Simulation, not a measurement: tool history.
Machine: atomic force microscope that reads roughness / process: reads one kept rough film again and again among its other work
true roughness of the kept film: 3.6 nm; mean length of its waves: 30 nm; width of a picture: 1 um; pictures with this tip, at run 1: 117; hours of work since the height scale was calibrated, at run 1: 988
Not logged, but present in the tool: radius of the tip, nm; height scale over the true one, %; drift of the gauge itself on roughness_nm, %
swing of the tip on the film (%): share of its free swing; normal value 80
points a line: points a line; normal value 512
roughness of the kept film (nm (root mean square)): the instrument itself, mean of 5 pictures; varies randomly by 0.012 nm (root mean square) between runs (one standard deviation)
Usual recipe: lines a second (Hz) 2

| run | day | lines a second (Hz) | swing of the tip on the film (%) | points a line | pictures with this tip | hours of work since the height scale was calibrated | roughness of the kept film (nm (root mean square)) |
|---|---|---|---|---|---|---|---|
| 1 | 0 | 2 | 80 | 512 | 117 | 988 | 2.894 |
|  | 0.129 | new tip fitted |
| 2 | 1.85 | 2 | 67 | 512 | 98 | 1022 | 2.969 |
|  | 2.329 | new tip fitted |
| 3 | 3.754 | 2 | 80 | 512 | 80 | 1056 | 2.88 |
|  | 4.542 | new tip fitted |
| 4 | 5.075 | 2 | 80 | 512 | 30 | 1080 | 2.899 |
|  | 6.817 | new tip fitted |
| 5 | 6.817 | 2 | 80 | 512 | 0 | 1112 | 2.889 |
|  | 8.996 | new tip fitted |
| 6 | 8.996 | 2 | 80 | 989 | 0 | 1151 | 2.909 |
| 7 | 10.138 | 2 | 80 | 989 | 64 | 1172 | 2.906 |
|  | 11.267 | new tip fitted |
| 8 | 11.625 | 3.49 | 80 | 512 | 20 | 1199 | 2.756 |
|  | 13.458 | new tip fitted |
| 9 | 13.908 | 2 | 80 | 512 | 25 | 1241 | 2.901 |
| 10 | 15.25 | 2.94 | 80 | 512 | 101 | 1265 | 2.794 |
|  | 15.683 | new tip fitted |
| 11 | 17.079 | 2 | 80 | 512 | 79 | 1299 | 2.883 |
|  | 17.892 | new tip fitted |
| 12 | 19.158 | 2 | 80 | 512 | 72 | 1336 | 2.898 |
|  | 20.112 | new tip fitted |
| 13 | 20.479 | 2 | 80 | 512 | 21 | 1360 | 2.892 |
| 14 | 21.658 | 2 | 80 | 512 | 87 | 1382 | 2.885 |
|  | 22.412 | new tip fitted |
| 15 | 23.283 | 2 | 80 | 512 | 49 | 1411 | 2.899 |
|  | 24.604 | new tip fitted |
| 16 | 24.754 | 2 | 80 | 512 | 8 | 1438 | 2.894 |
|  | 26.879 | new tip fitted |
| 17 | 26.996 | 2 | 80 | 512 | 7 | 1479 | 2.897 |
| 18 | 28.671 | 2 | 62 | 512 | 102 | 1510 | 3.024 |
|  | 29.246 | new tip fitted |
| 19 | 31.029 | 2 | 80 | 938 | 101 | 1552 | 2.89 |
|  | 31.583 | new tip fitted |
| 20 | 33.417 | 2 | 80 | 512 | 104 | 1596 | 2.89 |
|  | 33.871 | new tip fitted |
| 21 | 34.6 | 2 | 80 | 512 | 41 | 1617 | 2.883 |
|  | 36.179 | new tip fitted |
| 22 | 36.717 | 2 | 80 | 512 | 31 | 1656 | 2.894 |
| 23 | 38.212 | 2 | 80 | 512 | 115 | 1683 | 2.867 |
|  | 38.492 | new tip fitted |
| 24 | 39.875 | 2 | 80 | 512 | 78 | 1713 | 2.879 |
|  | 40.858 | new tip fitted |
| 25 | 41.117 | 2 | 80 | 512 | 14 | 1736 | 2.885 |
|  | 43.067 | new tip fitted |
| 26 | 43.258 | 1.7 | 83 | 264 | 10 | 1775 | 2.867 |
| 27 | 44.396 | 1.14 | 59 | 691 | 75 | 1796 | 3.066 |
|  | 45.317 | new tip fitted |
| 28 | 45.538 | 0.55 | 57 | 1020 | 12 | 1816 | 3.086 |
|  | 47.546 | new tip fitted |
| 29 | 47.883 | 0.64 | 71 | 1023 | 19 | 1859 | 3.067 |
|  | 49.788 | new tip fitted |
| 30 | 49.788 | 1.95 | 90 | 533 | 0 | 1893 | 2.8 |
| 31 | 51.396 | 0.79 | 80 | 988 | 90 | 1923 | 2.993 |
|  | 52.054 | new tip fitted |
| 32 | 52.917 | 0.79 | 80 | 988 | 48 | 1950 | 3.021 |
|  | 54.254 | new tip fitted |
| 33 | 54.375 | 0.79 | 80 | 988 | 7 | 1977 | 2.999 |
| 34 | 55.433 | 1.39 | 80 | 714 | 67 | 1996 | 2.969 |
|  | 56.5 | new tip fitted |
| 35 | 56.5 | 2.17 | 80 | 348 | 0 | 2015 | 2.868 |
|  | 58.708 | new tip fitted |
| 36 | 58.762 | 1.18 | 72 | 687 | 3 | 2057 | 3.018 |
| 37 | 59.908 | 2 | 80 | 432 | 68 | 2078 | 2.897 |
|  | 60.942 | new tip fitted |
| 38 | 61.138 | 2 | 80 | 432 | 11 | 2100 | 2.901 |
| 39 | 62.733 | 2.47 | 73 | 512 | 101 | 2129 | 2.909 |
|  | 63.154 | new tip fitted |
| 40 | 64.821 | 0.65 | 73 | 733 | 94 | 2167 | 3.01 |
|  | 65.462 | new tip fitted |
| 41 | 66.621 | 3.51 | 80 | 512 | 65 | 2200 | 2.758 |
|  | 67.692 | new tip fitted |
| 42 | 67.692 | 1.3 | 80 | 673 | 0 | 2219 | 2.989 |
| 43 | 69.846 | 2.94 | 61 | 270 | 122 | 2259 | 2.936 |
|  | 69.983 | new tip fitted |
| 44 | 71.271 | 0.64 | 80 | 512 | 73 | 2284 | 3 |
|  | 72.175 | new tip fitted |
| 45 | 72.321 | 0.64 | 80 | 512 | 8 | 2303 | 3.02 |
| 46 | 74.017 | 0.68 | 59 | 727 | 104 | 2334 | 3.08 |
|  | 74.492 | new tip fitted |
| 47 | 75.679 | 0.87 | 73 | 519 | 67 | 2365 | 3.018 |
|  | 76.746 | new tip fitted |
| 48 | 77.667 | 2.01 | 73 | 621 | 53 | 2401 | 2.948 |
|  | 78.958 | new tip fitted |
| 49 | 79.617 | 2.93 | 73 | 621 | 37 | 2436 | 2.893 |

Measured result minus the same run's result without the hidden state. Both carry the same run-to-run variation, though not necessarily the same gauge scatter:
| run | roughness of the kept film (nm (root mean square)) |
|---|---|
| 1 | -0.015 |
| 2 | -0.012 |
| 3 | -0.009 |
| 4 | -0.005 |
| 5 | -0.001 |
| 6 | -0.001 |
| 7 | -0.008 |
| 8 | -0.003 |
| 9 | -0.004 |
| 10 | -0.012 |
| 11 | -0.01 |
| 12 | -0.008 |
| 13 | -0.002 |
| 14 | -0.012 |
| 15 | -0.007 |
| 16 | -0.001 |
| 17 | -0.001 |
| 18 | -0.013 |
| 19 | -0.013 |
| 20 | -0.012 |
| 21 | -0.006 |
| 22 | -0.004 |
| 23 | -0.014 |
| 24 | -0.009 |
| 25 | -0.002 |
| 26 | -0.001 |
| 27 | -0.01 |
| 28 | -0.002 |
| 29 | -0.002 |
| 30 | -0.001 |
| 31 | -0.011 |
| 32 | -0.006 |
| 33 | -0.002 |
| 34 | -0.009 |
| 35 | +0 |
| 36 | -0.001 |
| 37 | -0.009 |
| 38 | -0.001 |
| 39 | -0.012 |
| 40 | -0.012 |
| 41 | -0.008 |
| 42 | -0.001 |
| 43 | -0.015 |
| 44 | -0.01 |
| 45 | -0.002 |
| 46 | -0.011 |
| 47 | -0.01 |
| 48 | -0.007 |
| 49 | -0.005 |
